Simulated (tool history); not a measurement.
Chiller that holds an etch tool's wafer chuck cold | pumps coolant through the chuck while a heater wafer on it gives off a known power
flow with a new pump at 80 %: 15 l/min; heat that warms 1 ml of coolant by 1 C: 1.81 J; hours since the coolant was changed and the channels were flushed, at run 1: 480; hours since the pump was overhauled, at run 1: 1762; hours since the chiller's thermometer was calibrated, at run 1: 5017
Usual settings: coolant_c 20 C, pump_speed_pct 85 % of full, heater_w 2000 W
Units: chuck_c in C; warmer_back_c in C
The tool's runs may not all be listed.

run     day  coolant_c  pump_speed_pct  heater_w  hours since the coolant was changed and the channels were flushed  hours since the pump was overhauled  hours since the chiller's thermometer was calibrated  chuck_c  warmer_back_c
  1   0.000         20              85      2000                                                                480                                 1762                                                  5017     33.1           4.19
  2   6.858         20              85      2000                                                                645                                 1926                                                  5182     33.2           4.14
  3  14.567         20              85      2000                                                                830                                 2111                                                  5367     33.1           4.08
     22.029  -- chiller's thermometer calibrated
  4  22.029         20              85      2000                                                               1008                                 2289                                                     0     33.2           4.10
  5  30.779         20              85      2000                                                               1218                                 2499                                                   210     33.0           4.14
  6  34.504         17              85      1638                                                               1307                                 2589                                                   299     27.8           3.46
  7  39.025         19              75      1638                                                               1416                                 2697                                                   408     30.7           3.82
  8  47.921         20              62      2875                                                               1629                                 2911                                                   621     43.6           8.30
  9  54.171         20              62      2875                                                               1779                                 3061                                                   771     43.5           8.29
 10  59.679         18              85      1985                                                               1911                                 3193                                                   904     30.8           4.08

Forecast each of these 5 alternatives for the next run:
  A  68.883         18              79      1985                                                               2132                                 3414                                                  1124        ?              ?
  B  68.883         17              85      1985                                                               2132                                 3414                                                  1124        ?              ?
  C  68.883         23              85      2000                                                               2132                                 3414                                                  1124        ?              ?
  D  68.883         18              67      1076                                                               2132                                 3414                                                  1124        ?              ?
  E  68.883         22              62      1460                                                               2132                                 3414                                                  1124        ?              ?

run  chuck_c  warmer_back_c
  A     31.9           4.45
  B     29.9           4.11
  C     36.1           4.18
  D     26.3           2.86
  E     33.8           4.20
Without the tool's hidden state the same runs would have given:
run  chuck_c  warmer_back_c
  A     31.9           4.44
  B     29.9           4.11
  C     36.1           4.18
  D     26.2           2.86
  E     33.8           4.20
